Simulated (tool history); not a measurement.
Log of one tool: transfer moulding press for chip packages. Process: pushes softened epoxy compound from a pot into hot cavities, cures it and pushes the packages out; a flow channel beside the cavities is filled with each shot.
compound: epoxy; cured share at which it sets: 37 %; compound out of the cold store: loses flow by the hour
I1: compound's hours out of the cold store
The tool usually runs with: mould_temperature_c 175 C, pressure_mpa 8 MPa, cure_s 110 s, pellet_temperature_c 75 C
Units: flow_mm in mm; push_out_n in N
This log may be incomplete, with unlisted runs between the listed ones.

Run 1, hour 0: usual settings; I1 21.5. Result: flow_mm 726 mm, push_out_n 422 N.
Run 2, hour 33.7: usual settings but mould_temperature_c 169 C; I1 43.8. Result: flow_mm 681 mm, push_out_n 629 N.
At hour 38.8: cavities cleaned with cleaning compound and waxed.
Run 3, hour 54.8: usual settings; I1 17.7. Result: flow_mm 732 mm, push_out_n 418 N.
Run 4, hour 80.7: usual settings; I1 8.1. Result: flow_mm 750 mm, push_out_n 441 N.
Run 5, hour 111.8: usual settings; I1 12.8. Result: flow_mm 746 mm, push_out_n 448 N.
At hour 132.7: cavities cleaned with cleaning compound and waxed.
Run 6, hour 143.9: usual settings; I1 23.5. Result: flow_mm 724 mm, push_out_n 431 N.
At hour 164.3: plunger's sealing rings changed.
Run 7, hour 177: usual settings; I1 25.7. Result: flow_mm 708 mm, push_out_n 429 N.
Run 8, hour 214.7: usual settings; I1 43.5. Result: flow_mm 681 mm, push_out_n 415 N.
At hour 228.7: cavities cleaned with cleaning compound and waxed.
Run 9, hour 248.9: usual settings; I1 29.8. Result: flow_mm 708 mm, push_out_n 429 N.
Run 10, hour 291.9: usual settings; I1 8. Result: flow_mm 766 mm, push_out_n 449 N.
At hour 322: cavities cleaned with cleaning compound and waxed.
Run 11, hour 325.7: usual settings; I1 10.8. Result: flow_mm 749 mm, push_out_n 417 N.
Run 12, hour 351.7: usual settings; I1 20.9. Result: flow_mm 729 mm, push_out_n 428 N.
Run 13, hour 394.5: usual settings; I1 16.6. Result: flow_mm 744 mm, push_out_n 423 N.
At hour 416.8: cavities cleaned with cleaning compound and waxed.
Run 14, hour 420.4: usual settings; I1 40.3. Result: flow_mm 691 mm, push_out_n 404 N.
Run 15, hour 448.4: usual settings but mould_temperature_c 170 C, pellet_temperature_c 83 C; I1 8.8. Result: flow_mm 776 mm, push_out_n 646 N.
Run 16, hour 472.4: usual settings but pressure_mpa 9.75 MPa, pellet_temperature_c 78 C; I1 21.1. Result: flow_mm 799 mm, push_out_n 430 N.
Run 17, hour 507.4: usual settings but pressure_mpa 9.19 MPa, cure_s 124 s; I1 19.9. Result: flow_mm 789 mm, push_out_n 356 N.
At hour 511.8: cavities cleaned with cleaning compound and waxed.
At hour 524.8: plunger's sealing rings changed.
Run 18, hour 533: usual settings but pressure_mpa 9.19 MPa, cure_s 124 s; I1 10.5. Result: flow_mm 804 mm, push_out_n 369 N.
Run 19, hour 561.8: usual settings but pressure_mpa 9.19 MPa, cure_s 124 s; I1 33. Result: flow_mm 753 mm, push_out_n 347 N.
Run 20, hour 596.8: usual settings but pressure_mpa 6.51 MPa, cure_s 136 s, pellet_temperature_c 67 C; I1 20.4. Result: flow_mm 662 mm, push_out_n 319 N.
At hour 607.4: cavities cleaned with cleaning compound and waxed.
At hour 639.6: mould's thermocouples calibrated.
Run 21, hour 641.7: usual settings but pressure_mpa 6.51 MPa, cure_s 136 s, pellet_temperature_c 67 C; I1 23.7. Result: flow_mm 644 mm, push_out_n 320 N.
Run 22, hour 688: usual settings but mould_temperature_c 181 C, pressure_mpa 8.84 MPa, cure_s 129 s; I1 38.8. Result: flow_mm 711 mm, push_out_n 307 N.
At hour 705.7: cavities cleaned with cleaning compound and waxed.
Run 23, hour 732.1: usual settings but mould_temperature_c 169 C, pressure_mpa 9.84 MPa, cure_s 139 s; I1 25.1. Result: flow_mm 813 mm, push_out_n 392 N.
Run 24, hour 774.6: usual settings but mould_temperature_c 169 C, pressure_mpa 9.84 MPa, cure_s 139 s; I1 12. Result: flow_mm 856 mm, push_out_n 415 N.

Expected results for the next run?
At hour 801.9: cavities cleaned with cleaning compound and waxed.
Run 25, hour 823.4: usual settings but mould_temperature_c 169 C, pressure_mpa 9.84 MPa, cure_s 139 s; I1 13.8. Result: flow_mm ?, push_out_n ?.

{"run 25": {"flow_mm": 840, "push_out_n": 414}}
Were there no unlogged condition in the tool, this run, its random variation unchanged, would have produced flow_mm 840 mm, push_out_n 412 N.
